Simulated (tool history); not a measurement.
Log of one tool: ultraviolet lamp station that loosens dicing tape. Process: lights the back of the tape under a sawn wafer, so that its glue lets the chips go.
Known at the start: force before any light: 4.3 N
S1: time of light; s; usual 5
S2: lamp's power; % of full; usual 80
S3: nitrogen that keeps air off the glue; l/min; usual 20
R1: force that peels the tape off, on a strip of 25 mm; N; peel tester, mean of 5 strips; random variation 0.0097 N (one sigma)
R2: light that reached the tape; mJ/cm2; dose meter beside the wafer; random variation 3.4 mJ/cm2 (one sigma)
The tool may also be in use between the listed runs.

run,hour,S1,S2,S3,R1,R2
1,0.0,5,80,20,0.470,503
2,59.7,5,80,20,0.488,487
3,98.1,5,80,20,0.495,488
4,140.4,5,80,20,0.511,480
5,173.8,5,68,20,0.659,405
6,232.3,10,80,20,0.253,924
7,310.8,10,80,20,0.263,904
8,374.3,10,80,20,0.261,880
9,438.4,10,80,20,0.257,861
10,480.8,10,80,20,0.265,862
11,546.5,5,63,20,0.877,328
12,619.9,5,63,20,0.888,316
# hour 650.5: window cleaned of glue's vapour
13,675.3,5,63,20,0.997,290
14,721.5,5,63,20,1.029,287
15,755.7,5,63,20,1.064,287
16,814.7,5,80,20,0.799,357
# hour 847.2: window cleaned of glue's vapour, once more
17,848.6,5,80,20,0.518,472
18,902.5,5,80,20,0.524,466
19,979.0,5,89,20,0.460,514
20,1053.8,5,89,20,0.500,496
21,1089.0,5,75,20,0.644,412
22,1145.1,5,75,20,0.659,407
23,1207.4,5,75,20,0.676,395
24,1264.2,5,75,20,0.711,390
25,1330.5,5,75,8,1.015,380
26,1392.6,9,81,8,0.415,710
27,1426.4,9,81,8,0.422,709
28,1470.3,8,98,37,0.275,751
29,1522.4,5,98,20,0.548,461
30,1556.6,5,97,7,0.885,448
31,1613.4,5,97,7,0.866,442
32,1657.3,5,97,7,0.913,436
# hour 1697.8: window cleaned of glue's vapour
33,1717.1,7,97,10,0.380,715
34,1782.9,3,80,27,1.142,248
35,1849.6,5,80,23,0.607,408
36,1889.2,5,80,23,0.628,402
37,1962.5,3,80,12,1.595,233
38,2005.6,6,80,12,0.661,458
39,2073.0,6,69,10,0.915,385
40,2132.8,5,80,27,0.661,364
41,2168.9,5,80,27,0.713,361
# hour 2181.6: lamp changed
42,2215.7,2,88,7,1.897,211

Forecast each of these 3 alternatives for the next run:
A,2295.0,2,80,15,?,?
B,2295.0,2,88,21,?,?
C,2295.0,4,98,22,?,?

run,R1,R2
A,1.691,186
B,1.468,210
C,0.523,466
Without the tool's hidden state the same runs would have given:
run,R1,R2
A,1.473,216
B,1.251,244
C,0.423,542
